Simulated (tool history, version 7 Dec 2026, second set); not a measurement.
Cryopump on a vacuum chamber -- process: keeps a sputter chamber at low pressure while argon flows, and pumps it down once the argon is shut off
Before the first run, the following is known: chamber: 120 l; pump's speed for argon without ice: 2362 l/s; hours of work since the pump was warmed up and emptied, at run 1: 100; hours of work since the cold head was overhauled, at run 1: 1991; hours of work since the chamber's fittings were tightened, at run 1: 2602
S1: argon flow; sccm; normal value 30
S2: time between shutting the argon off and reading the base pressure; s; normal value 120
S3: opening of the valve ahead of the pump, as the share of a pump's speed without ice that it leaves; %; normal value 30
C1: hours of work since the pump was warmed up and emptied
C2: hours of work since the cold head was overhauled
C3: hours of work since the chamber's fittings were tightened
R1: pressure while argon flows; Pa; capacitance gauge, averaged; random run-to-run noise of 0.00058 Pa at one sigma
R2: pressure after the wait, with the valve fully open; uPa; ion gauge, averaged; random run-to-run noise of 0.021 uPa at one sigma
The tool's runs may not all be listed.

run 1 hour=0 | S1=30 S2=120 S3=30 | C1=100 C2=1991 C3=2602 | R1=0.0738 R2=1.61
run 2 hour=108.6 | S1=30 S2=120 S3=30 | C1=160 C2=2050 C3=2661 | R1=0.0751 R2=1.65
run 3 hour=194.5 | S1=30 S2=120 S3=30 | C1=207 C2=2097 C3=2708 | R1=0.0759 R2=1.77
run 4 hour=254.3 | S1=30 S2=120 S3=30 | C1=240 C2=2130 C3=2741 | R1=0.0758 R2=1.78
run 5 hour=329.8 | S1=30 S2=120 S3=30 | C1=281 C2=2172 C3=2782 | R1=0.0766 R2=1.84
run 6 hour=458.5 | S1=30 S2=120 S3=30 | C1=351 C2=2242 C3=2853 | R1=0.078 R2=2
run 7 hour=539.1 | S1=30 S2=120 S3=30 | C1=395 C2=2286 C3=2897 | R1=0.0779 R2=2.08
-- hour=552.4 pump warmed up, emptied and cooled again
run 8 hour=623.4 | S1=30 S2=120 S3=20 | C1=39 C2=2329 C3=2940 | R1=0.1102 R2=1.72
run 9 hour=676.7 | S1=30 S2=120 S3=30 | C1=68 C2=2359 C3=2969 | R1=0.0733 R2=1.74
run 10 hour=783.6 | S1=30 S2=120 S3=27 | C1=127 C2=2417 C3=3028 | R1=0.0809 R2=1.86
run 11 hour=882.5 | S1=30 S2=120 S3=27 | C1=181 C2=2471 C3=3082 | R1=0.0829 R2=1.9
run 12 hour=990.2 | S1=30 S2=120 S3=27 | C1=240 C2=2530 C3=3141 | R1=0.0843 R2=2.01
run 13 hour=1054.3 | S1=30 S2=120 S3=27 | C1=275 C2=2565 C3=3176 | R1=0.0842 R2=2.1
-- hour=1075.4 leaking fittings of the chamber tightened, without venting
run 14 hour=1142.6 | S1=30 S2=120 S3=27 | C1=322 C2=2613 C3=37 | R1=0.0849 R2=0.4
run 15 hour=1215.6 | S1=30 S2=120 S3=27 | C1=362 C2=2653 C3=77 | R1=0.0863 R2=0.45
-- hour=1298 pump warmed up, emptied and cooled again
run 16 hour=1341.1 | S1=30 S2=120 S3=27 | C1=24 C2=2719 C3=143 | R1=0.0808 R2=0.44
run 17 hour=1411.6 | S1=30 S2=120 S3=27 | C1=62 C2=2757 C3=181 | R1=0.0812 R2=0.45
run 18 hour=1520.1 | S1=30 S2=113 S3=23 | C1=122 C2=2817 C3=241 | R1=0.0947 R2=0.55
run 19 hour=1589.6 | S1=30 S2=113 S3=23 | C1=160 C2=2855 C3=279 | R1=0.0962 R2=0.57
run 20 hour=1665.6 | S1=30 S2=171 S3=20 | C1=201 C2=2896 C3=320 | R1=0.111 R2=0.46
run 21 hour=1757 | S1=30 S2=171 S3=20 | C1=251 C2=2946 C3=370 | R1=0.1124 R2=0.51
run 22 hour=1877.5 | S1=19 S2=120 S3=30 | C1=317 C2=3012 C3=436 | R1=0.05 R2=0.67
run 23 hour=1965.9 | S1=30 S2=150 S3=55 | C1=366 C2=3061 C3=485 | R1=0.0465 R2=0.67
-- hour=2040.6 pump warmed up, emptied and cooled again
run 24 hour=2081.9 | S1=46 S2=42 S3=55 | C1=23 C2=3121 C3=545 | R1=0.061 R2=0.99
run 25 hour=2166.6 | S1=46 S2=42 S3=55 | C1=69 C2=3168 C3=592 | R1=0.0625 R2=1.03

Forecast run 26:
run 26 hour=2235.5 | S1=27 S2=183 S3=23 | C1=107 C2=3205 C3=630 | R1=? R2=?

Run 26 measured R1 0.0861 Pa, R2 0.58 uPa.
Without the tool's hidden state the same run would have given R1 0.0838 Pa, R2 0.24 uPa.
